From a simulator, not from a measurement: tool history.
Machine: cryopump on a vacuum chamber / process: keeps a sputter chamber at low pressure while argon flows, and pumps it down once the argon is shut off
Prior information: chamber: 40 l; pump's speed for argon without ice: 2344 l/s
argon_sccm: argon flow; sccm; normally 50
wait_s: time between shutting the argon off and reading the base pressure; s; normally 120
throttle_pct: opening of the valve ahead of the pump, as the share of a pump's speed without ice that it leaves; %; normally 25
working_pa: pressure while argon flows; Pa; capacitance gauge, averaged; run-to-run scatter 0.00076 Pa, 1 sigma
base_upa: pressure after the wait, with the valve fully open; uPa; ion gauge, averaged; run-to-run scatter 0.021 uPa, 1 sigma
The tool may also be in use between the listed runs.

{"run": 1, "day": 0.0, "argon_sccm": 50, "wait_s": 120, "throttle_pct": 25, "working_pa": 0.1469, "base_upa": 0.47}
{"run": 2, "day": 0.721, "argon_sccm": 50, "wait_s": 120, "throttle_pct": 27, "working_pa": 0.1364, "base_upa": 0.49}
{"run": 3, "day": 1.683, "argon_sccm": 50, "wait_s": 120, "throttle_pct": 25, "working_pa": 0.1476, "base_upa": 0.5}
{"run": 4, "day": 2.562, "argon_sccm": 50, "wait_s": 120, "throttle_pct": 25, "working_pa": 0.1488, "base_upa": 0.48}
{"run": 5, "day": 3.704, "argon_sccm": 50, "wait_s": 120, "throttle_pct": 25, "working_pa": 0.1488, "base_upa": 0.51}
{"run": 6, "day": 5.017, "argon_sccm": 50, "wait_s": 120, "throttle_pct": 25, "working_pa": 0.1493, "base_upa": 0.48}
{"run": 7, "day": 6.404, "argon_sccm": 50, "wait_s": 120, "throttle_pct": 25, "working_pa": 0.1487, "base_upa": 0.47}
{"run": 8, "day": 7.929, "argon_sccm": 50, "wait_s": 120, "throttle_pct": 25, "working_pa": 0.1497, "base_upa": 0.5}
{"run": 9, "day": 8.771, "argon_sccm": 50, "wait_s": 120, "throttle_pct": 25, "working_pa": 0.1498, "base_upa": 0.52}
{"run": 10, "day": 9.904, "argon_sccm": 50, "wait_s": 120, "throttle_pct": 25, "working_pa": 0.1496, "base_upa": 0.55}
{"run": 11, "day": 11.025, "argon_sccm": 50, "wait_s": 120, "throttle_pct": 25, "working_pa": 0.1511, "base_upa": 0.57}
{"run": 12, "day": 11.762, "argon_sccm": 50, "wait_s": 120, "throttle_pct": 25, "working_pa": 0.1498, "base_upa": 0.55}
{"run": 13, "day": 13.342, "argon_sccm": 50, "wait_s": 120, "throttle_pct": 25, "working_pa": 0.1514, "base_upa": 0.58}
{"run": 14, "day": 14.879, "argon_sccm": 50, "wait_s": 120, "throttle_pct": 25, "working_pa": 0.1527, "base_upa": 0.56}
{"run": 15, "day": 16.458, "argon_sccm": 50, "wait_s": 120, "throttle_pct": 25, "working_pa": 0.1528, "base_upa": 0.59}
{"run": 16, "day": 17.704, "argon_sccm": 50, "wait_s": 120, "throttle_pct": 25, "working_pa": 0.1528, "base_upa": 0.63}
{"run": 17, "day": 18.412, "argon_sccm": 50, "wait_s": 120, "throttle_pct": 25, "working_pa": 0.1524, "base_upa": 0.65}
{"run": 18, "day": 19.546, "argon_sccm": 50, "wait_s": 120, "throttle_pct": 25, "working_pa": 0.1542, "base_upa": 0.62}
{"run": 19, "day": 20.879, "argon_sccm": 50, "wait_s": 21, "throttle_pct": 25, "working_pa": 0.153, "base_upa": 1.87}
{"run": 20, "day": 22.112, "argon_sccm": 30, "wait_s": 120, "throttle_pct": 26, "working_pa": 0.0889, "base_upa": 0.64}
{"run": 21, "day": 23.571, "argon_sccm": 79, "wait_s": 120, "throttle_pct": 26, "working_pa": 0.2374, "base_upa": 0.67}
{"run": 22, "day": 24.467, "argon_sccm": 79, "wait_s": 120, "throttle_pct": 26, "working_pa": 0.2372, "base_upa": 0.65}
{"run": 23, "day": 25.954, "argon_sccm": 49, "wait_s": 120, "throttle_pct": 17, "working_pa": 0.2203, "base_upa": 0.68}
{"run": 24, "day": 27.104, "argon_sccm": 48, "wait_s": 33, "throttle_pct": 30, "working_pa": 0.1271, "base_upa": 1.42}
{"run": 25, "day": 28.542, "argon_sccm": 48, "wait_s": 33, "throttle_pct": 30, "working_pa": 0.1265, "base_upa": 1.39}
{"run": 26, "day": 29.312, "argon_sccm": 43, "wait_s": 164, "throttle_pct": 17, "working_pa": 0.1933, "base_upa": 0.66}
{"run": 27, "day": 30.746, "argon_sccm": 43, "wait_s": 164, "throttle_pct": 17, "working_pa": 0.1945, "base_upa": 0.71}
{"run": 28, "day": 31.688, "argon_sccm": 56, "wait_s": 120, "throttle_pct": 44, "working_pa": 0.1087, "base_upa": 0.76}
{"run": 29, "day": 33.329, "argon_sccm": 57, "wait_s": 120, "throttle_pct": 44, "working_pa": 0.0947, "base_upa": 0.66}
{"run": 30, "day": 34.092, "argon_sccm": 43, "wait_s": 120, "throttle_pct": 50, "working_pa": 0.0642, "base_upa": 0.67}
{"run": 31, "day": 35.688, "argon_sccm": 78, "wait_s": 240, "throttle_pct": 23, "working_pa": 0.2488, "base_upa": 0.48}
{"run": 32, "day": 37.217, "argon_sccm": 78, "wait_s": 30, "throttle_pct": 53, "working_pa": 0.1104, "base_upa": 1.46}
{"run": 33, "day": 38.233, "argon_sccm": 78, "wait_s": 30, "throttle_pct": 53, "working_pa": 0.1106, "base_upa": 1.52}

The log once held 1 entry between its listed runs, left out of this copy. Where does each go, and what is different about the tool's unlogged condition between the listed run before it and the listed run after it?
Runs 28 to 29: pump warmed up, emptied and cooled again (day 32.458)
  pump's speed, % of a pump's without ice: 72.8 -> 99.3; cold plate's temperature, K: 13.43 -> 13.45; leak into the chamber, uPa l/s: 813 -> 829
  measured less the result without the state, working_pa: +0.0167 -> +0.0016 Pa; base_upa: +0.35 -> +0.24 uPa

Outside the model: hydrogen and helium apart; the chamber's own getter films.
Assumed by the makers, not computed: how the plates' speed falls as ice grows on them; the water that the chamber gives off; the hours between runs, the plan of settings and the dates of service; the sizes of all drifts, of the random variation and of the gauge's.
